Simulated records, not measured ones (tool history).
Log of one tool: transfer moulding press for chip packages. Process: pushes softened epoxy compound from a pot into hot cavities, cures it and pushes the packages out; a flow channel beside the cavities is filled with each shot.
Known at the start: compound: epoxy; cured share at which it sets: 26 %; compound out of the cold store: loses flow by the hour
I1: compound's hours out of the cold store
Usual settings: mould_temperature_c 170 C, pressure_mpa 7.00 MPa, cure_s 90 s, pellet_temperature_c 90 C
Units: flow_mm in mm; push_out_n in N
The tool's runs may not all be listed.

{"run": 1, "hour": 0.0, "mould_temperature_c": 170, "pressure_mpa": 7.0, "cure_s": 90, "pellet_temperature_c": 90, "I1": 43.9, "flow_mm": 718, "push_out_n": 957}
{"hour": 15.1, "done": "cavities cleaned with cleaning compound and waxed"}
{"run": 2, "hour": 15.4, "mould_temperature_c": 170, "pressure_mpa": 7.0, "cure_s": 90, "pellet_temperature_c": 90, "I1": 35.0, "flow_mm": 752, "push_out_n": 539}
{"run": 3, "hour": 33.1, "mould_temperature_c": 170, "pressure_mpa": 7.0, "cure_s": 90, "pellet_temperature_c": 90, "I1": 18.6, "flow_mm": 800, "push_out_n": 781}
{"run": 4, "hour": 44.2, "mould_temperature_c": 170, "pressure_mpa": 7.0, "cure_s": 90, "pellet_temperature_c": 90, "I1": 23.8, "flow_mm": 787, "push_out_n": 839}
{"run": 5, "hour": 53.6, "mould_temperature_c": 170, "pressure_mpa": 7.0, "cure_s": 90, "pellet_temperature_c": 90, "I1": 39.8, "flow_mm": 721, "push_out_n": 895}
{"run": 6, "hour": 62.6, "mould_temperature_c": 170, "pressure_mpa": 7.0, "cure_s": 90, "pellet_temperature_c": 90, "I1": 46.0, "flow_mm": 700, "push_out_n": 916}
{"run": 7, "hour": 79.2, "mould_temperature_c": 170, "pressure_mpa": 7.0, "cure_s": 90, "pellet_temperature_c": 90, "I1": 38.5, "flow_mm": 715, "push_out_n": 969}
{"hour": 97.8, "done": "cavities cleaned with cleaning compound and waxed"}
{"run": 8, "hour": 99.1, "mould_temperature_c": 170, "pressure_mpa": 7.0, "cure_s": 90, "pellet_temperature_c": 90, "I1": 13.0, "flow_mm": 821, "push_out_n": 560}
{"run": 9, "hour": 110.9, "mould_temperature_c": 170, "pressure_mpa": 7.0, "cure_s": 90, "pellet_temperature_c": 90, "I1": 27.7, "flow_mm": 755, "push_out_n": 710}
{"run": 10, "hour": 120.2, "mould_temperature_c": 170, "pressure_mpa": 8.74, "cure_s": 90, "pellet_temperature_c": 90, "I1": 29.7, "flow_mm": 826, "push_out_n": 800}
{"run": 11, "hour": 133.3, "mould_temperature_c": 170, "pressure_mpa": 8.74, "cure_s": 90, "pellet_temperature_c": 90, "I1": 16.2, "flow_mm": 885, "push_out_n": 898}
{"run": 12, "hour": 144.1, "mould_temperature_c": 170, "pressure_mpa": 8.74, "cure_s": 90, "pellet_temperature_c": 90, "I1": 28.9, "flow_mm": 825, "push_out_n": 946}
{"run": 13, "hour": 155.7, "mould_temperature_c": 170, "pressure_mpa": 8.74, "cure_s": 90, "pellet_temperature_c": 90, "I1": 41.9, "flow_mm": 772, "push_out_n": 974}
{"run": 14, "hour": 163.9, "mould_temperature_c": 170, "pressure_mpa": 8.74, "cure_s": 90, "pellet_temperature_c": 90, "I1": 29.0, "flow_mm": 819, "push_out_n": 997}
{"run": 15, "hour": 174.8, "mould_temperature_c": 169, "pressure_mpa": 7.0, "cure_s": 105, "pellet_temperature_c": 90, "I1": 37.7, "flow_mm": 696, "push_out_n": 919}
{"hour": 180.1, "done": "cavities cleaned with cleaning compound and waxed"}
{"run": 16, "hour": 193.8, "mould_temperature_c": 169, "pressure_mpa": 7.0, "cure_s": 105, "pellet_temperature_c": 90, "I1": 21.3, "flow_mm": 751, "push_out_n": 623}
{"run": 17, "hour": 207.1, "mould_temperature_c": 169, "pressure_mpa": 7.0, "cure_s": 105, "pellet_temperature_c": 90, "I1": 15.2, "flow_mm": 777, "push_out_n": 740}
{"run": 18, "hour": 214.9, "mould_temperature_c": 169, "pressure_mpa": 7.0, "cure_s": 105, "pellet_temperature_c": 90, "I1": 31.4, "flow_mm": 716, "push_out_n": 783}
{"hour": 222.9, "done": "plunger's sealing rings changed"}
{"run": 19, "hour": 230.9, "mould_temperature_c": 176, "pressure_mpa": 7.99, "cure_s": 94, "pellet_temperature_c": 93, "I1": 30.0, "flow_mm": 830, "push_out_n": 791}
{"run": 20, "hour": 240.4, "mould_temperature_c": 170, "pressure_mpa": 6.94, "cure_s": 119, "pellet_temperature_c": 90, "I1": 45.5, "flow_mm": 744, "push_out_n": 832}
{"run": 21, "hour": 258.0, "mould_temperature_c": 176, "pressure_mpa": 7.5, "cure_s": 105, "pellet_temperature_c": 94, "I1": 14.1, "flow_mm": 875, "push_out_n": 812}
{"hour": 266.0, "done": "cavities cleaned with cleaning compound and waxed"}
{"run": 22, "hour": 274.9, "mould_temperature_c": 170, "pressure_mpa": 7.0, "cure_s": 125, "pellet_temperature_c": 97, "I1": 44.6, "flow_mm": 735, "push_out_n": 537}
{"run": 23, "hour": 287.0, "mould_temperature_c": 170, "pressure_mpa": 7.0, "cure_s": 125, "pellet_temperature_c": 97, "I1": 30.1, "flow_mm": 795, "push_out_n": 639}
{"run": 24, "hour": 300.4, "mould_temperature_c": 170, "pressure_mpa": 6.28, "cure_s": 90, "pellet_temperature_c": 90, "I1": 31.6, "flow_mm": 738, "push_out_n": 829}
{"run": 25, "hour": 312.9, "mould_temperature_c": 170, "pressure_mpa": 7.0, "cure_s": 90, "pellet_temperature_c": 99, "I1": 30.0, "flow_mm": 776, "push_out_n": 899}
{"run": 26, "hour": 326.8, "mould_temperature_c": 170, "pressure_mpa": 7.0, "cure_s": 90, "pellet_temperature_c": 99, "I1": 29.7, "flow_mm": 777, "push_out_n": 915}
{"run": 27, "hour": 338.0, "mould_temperature_c": 170, "pressure_mpa": 7.0, "cure_s": 90, "pellet_temperature_c": 99, "I1": 45.3, "flow_mm": 724, "push_out_n": 966}
{"hour": 349.1, "done": "cavities cleaned with cleaning compound and waxed"}
{"run": 28, "hour": 355.2, "mould_temperature_c": 170, "pressure_mpa": 7.0, "cure_s": 90, "pellet_temperature_c": 99, "I1": 23.9, "flow_mm": 800, "push_out_n": 629}

3 ways to go on from here, each from the tool as it stands after run 28. What would each give?
{"run": "A", "hour": 366.5, "mould_temperature_c": 166, "pressure_mpa": 7.0, "cure_s": 90, "pellet_temperature_c": 83, "I1": 45.7, "flow_mm": "?", "push_out_n": "?"}
{"run": "B", "hour": 366.5, "mould_temperature_c": 164, "pressure_mpa": 7.0, "cure_s": 90, "pellet_temperature_c": 93, "I1": 47.6, "flow_mm": "?", "push_out_n": "?"}
{"run": "C", "hour": 366.5, "mould_temperature_c": 170, "pressure_mpa": 5.86, "cure_s": 71, "pellet_temperature_c": 97, "I1": 41.3, "flow_mm": "?", "push_out_n": "?"}

run=A flow_mm=729 push_out_n=910
run=B flow_mm=733 push_out_n=1003
run=C flow_mm=668 push_out_n=1077
Without the tool's hidden state the same runs would have given:
run=A flow_mm=767 push_out_n=675
run=B flow_mm=771 push_out_n=747
run=C flow_mm=702 push_out_n=801
